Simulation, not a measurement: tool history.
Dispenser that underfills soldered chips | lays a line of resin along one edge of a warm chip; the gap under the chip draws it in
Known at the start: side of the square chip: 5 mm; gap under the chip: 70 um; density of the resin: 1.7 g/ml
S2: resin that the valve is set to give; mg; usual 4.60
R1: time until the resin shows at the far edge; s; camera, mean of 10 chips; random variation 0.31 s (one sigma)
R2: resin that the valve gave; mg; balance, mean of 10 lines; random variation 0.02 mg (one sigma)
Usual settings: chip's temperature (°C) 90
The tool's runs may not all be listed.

Run 1, hour 0.0: usual settings. Result: R1 9.7 s, R2 4.46 mg.
Run 2, hour 5.9: usual settings. Result: R1 11.0 s, R2 4.46 mg.
At hour 8.0: new syringe of resin.
Run 3, hour 11.9: usual settings. Result: R1 10.1 s, R2 4.41 mg.
Run 4, hour 16.8: usual settings but S2 4.64 mg. Result: R1 11.4 s, R2 4.45 mg.
At hour 18.7: new syringe of resin.
At hour 19.7: dispensing valve cleaned and set on the balance.
Run 5, hour 22.3: usual settings but S2 4.64 mg. Result: R1 9.4 s, R2 4.60 mg.
Run 6, hour 27.6: usual settings but S2 4.64 mg. Result: R1 11.1 s, R2 4.61 mg.
At hour 30.4: new syringe of resin.
Run 7, hour 32.5: usual settings but S2 4.64 mg. Result: R1 8.7 s, R2 4.58 mg.
Run 8, hour 36.4: usual settings but S2 4.64 mg. Result: R1 10.4 s, R2 4.57 mg.
At hour 40.8: new syringe of resin.
Run 9, hour 43.0: usual settings but S2 4.17 mg. Result: R1 9.5 s, R2 4.07 mg.
Run 10, hour 48.6: usual settings but S2 4.17 mg. Result: R1 10.8 s, R2 4.09 mg.
At hour 51.2: new syringe of resin.
Run 11, hour 55.0: usual settings but S2 4.17 mg. Result: R1 9.6 s, R2 4.04 mg.
Run 12, hour 57.6: usual settings but S2 5.96 mg. Result: R1 9.9 s, R2 5.81 mg.
Run 13, hour 60.3: usual settings but chip's temperature (°C) 83. Result: R1 15.1 s, R2 4.45 mg.
At hour 62.0: new syringe of resin.
Run 14, hour 65.7: usual settings but chip's temperature (°C) 83. Result: R1 12.5 s, R2 4.49 mg.
Run 15, hour 72.0: usual settings but chip's temperature (°C) 104. Result: R1 6.0 s, R2 4.43 mg.
At hour 72.8: new syringe of resin.
Run 16, hour 78.0: usual settings but chip's temperature (°C) 104. Result: R1 4.8 s, R2 4.39 mg.
At hour 82.0: dispensing valve cleaned and set on the balance.
Run 17, hour 83.5: usual settings but chip's temperature (°C) 80. Result: R1 18.4 s, R2 4.57 mg.
At hour 84.3: new syringe of resin.
Run 18, hour 88.9: usual settings. Result: R1 9.7 s, R2 4.59 mg.
At hour 94.7: new syringe of resin.
Run 19, hour 94.7: usual settings but chip's temperature (°C) 87, S2 4.58 mg. Result: R1 10.0 s, R2 4.56 mg.
Run 20, hour 100.7: usual settings but chip's temperature (°C) 87, S2 4.58 mg. Result: R1 11.0 s, R2 4.56 mg.
Run 21, hour 104.2: usual settings but chip's temperature (°C) 80, S2 4.97 mg. Result: R1 18.5 s, R2 4.91 mg.
At hour 105.3: new syringe of resin.
Run 22, hour 109.9: usual settings but chip's temperature (°C) 80, S2 4.97 mg. Result: R1 15.9 s, R2 4.91 mg.
Run 23, hour 113.4: usual settings but chip's temperature (°C) 80, S2 4.97 mg. Result: R1 18.0 s, R2 4.88 mg.
At hour 115.8: new syringe of resin.
Run 24, hour 117.1: usual settings but chip's temperature (°C) 79, S2 4.47 mg. Result: R1 14.8 s, R2 4.37 mg.
Run 25, hour 121.1: usual settings but chip's temperature (°C) 79, S2 5.74 mg. Result: R1 16.1 s, R2 5.57 mg.
Run 26, hour 123.6: usual settings but chip's temperature (°C) 75, S2 5.20 mg. Result: R1 21.8 s, R2 5.11 mg.
At hour 126.3: new syringe of resin.
Run 27, hour 128.0: usual settings but chip's temperature (°C) 80, S2 4.59 mg. Result: R1 14.4 s, R2 4.45 mg.
Run 28, hour 133.4: usual settings but chip's temperature (°C) 80, S2 4.59 mg. Result: R1 16.7 s, R2 4.46 mg.
Run 29, hour 136.1: usual settings but chip's temperature (°C) 80, S2 4.59 mg. Result: R1 18.0 s, R2 4.45 mg.
At hour 136.7: new syringe of resin.
Run 30, hour 142.4: usual settings but chip's temperature (°C) 80, S2 4.59 mg. Result: R1 16.5 s, R2 4.40 mg.

Forecast run 31:
At hour 144.5: dispensing valve cleaned and set on the balance.
Run 31, hour 147.0: usual settings but chip's temperature (°C) 94, S2 5.16 mg. Result: R1 ?, R2 ?.

Run 31 gave R1 8.8 s, R2 5.15 mg.
Without the tool's hidden state the same run would have given R1 6.6 s, R2 5.16 mg.
